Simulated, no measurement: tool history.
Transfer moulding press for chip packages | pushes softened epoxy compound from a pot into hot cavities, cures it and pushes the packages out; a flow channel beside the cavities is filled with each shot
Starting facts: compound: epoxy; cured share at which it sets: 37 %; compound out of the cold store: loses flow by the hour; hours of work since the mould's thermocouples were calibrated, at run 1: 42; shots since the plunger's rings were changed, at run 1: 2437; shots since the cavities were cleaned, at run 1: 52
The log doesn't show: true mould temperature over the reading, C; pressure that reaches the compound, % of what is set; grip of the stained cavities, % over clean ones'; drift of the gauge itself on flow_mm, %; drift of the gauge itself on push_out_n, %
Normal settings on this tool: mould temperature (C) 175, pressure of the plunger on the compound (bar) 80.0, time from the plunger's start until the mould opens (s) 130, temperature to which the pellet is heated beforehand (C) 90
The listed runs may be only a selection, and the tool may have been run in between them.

| run | hour | mould temperature (C) | pressure of the plunger on the compound (bar) | time from the plunger's start until the mould opens (s) | temperature to which the pellet is heated beforehand (C) | hours of work since the mould's thermocouples were calibrated | shots since the plunger's rings were changed | shots since the cavities were cleaned | incoming compound's hours out of the cold store | length that the compound runs in the flow channel (mm) | greatest force on the pins that push the packages out (N) |
|---|---|---|---|---|---|---|---|---|---|---|---|
| 1 | 0.0 | 175 | 80.0 | 130 | 90 | 42 | 2437 | 52 | 45.3 | 710 | 298 |
| 2 | 36.3 | 175 | 80.0 | 130 | 90 | 60 | 2727 | 342 | 41.5 | 707 | 389 |
| 3 | 73.5 | 175 | 80.0 | 133 | 90 | 79 | 3023 | 638 | 44.2 | 706 | 462 |
|  | 96.6 | cavities cleaned with cleaning compound and waxed |
| 4 | 107.3 | 175 | 85.5 | 130 | 90 | 96 | 3281 | 86 | 23.6 | 781 | 305 |
| 5 | 126.8 | 175 | 85.5 | 130 | 90 | 106 | 3436 | 241 | 47.1 | 716 | 354 |
| 6 | 151.3 | 175 | 85.5 | 130 | 90 | 118 | 3631 | 436 | 40.9 | 727 | 420 |
| 7 | 177.5 | 179 | 96.0 | 117 | 90 | 131 | 3840 | 645 | 45.7 | 742 | 445 |
|  | 198.3 | cavities cleaned with cleaning compound and waxed |
| 8 | 198.3 | 179 | 96.0 | 117 | 90 | 141 | 3994 | 0 | 38.4 | 767 | 261 |
| 9 | 215.2 | 178 | 96.0 | 117 | 91 | 150 | 4128 | 134 | 18.2 | 816 | 338 |
| 10 | 248.5 | 175 | 80.0 | 111 | 83 | 167 | 4394 | 400 | 10.2 | 773 | 568 |
| 11 | 265.0 | 175 | 92.7 | 130 | 90 | 175 | 4526 | 532 | 47.4 | 722 | 457 |

Alternative continuations, all from the tool just after run 11; predict every row:
| A | 296.6 | 183 | 92.7 | 114 | 90 | 191 | 4778 | 784 | 37.1 | ? | ? |
| B | 296.6 | 175 | 80.0 | 135 | 90 | 191 | 4778 | 784 | 38.9 | ? | ? |
| C | 296.6 | 175 | 81.4 | 130 | 90 | 191 | 4778 | 784 | 27.6 | ? | ? |

| run | length that the compound runs in the flow channel (mm) | greatest force on the pins that push the packages out (N) |
|---|---|---|
| A | 726 | 461 |
| B | 694 | 475 |
| C | 726 | 503 |
Had the tool no hidden state, the same runs would have come out as:
| run | length that the compound runs in the flow channel (mm) | greatest force on the pins that push the packages out (N) |
|---|---|---|
| A | 805 | 245 |
| B | 770 | 250 |
| C | 806 | 267 |
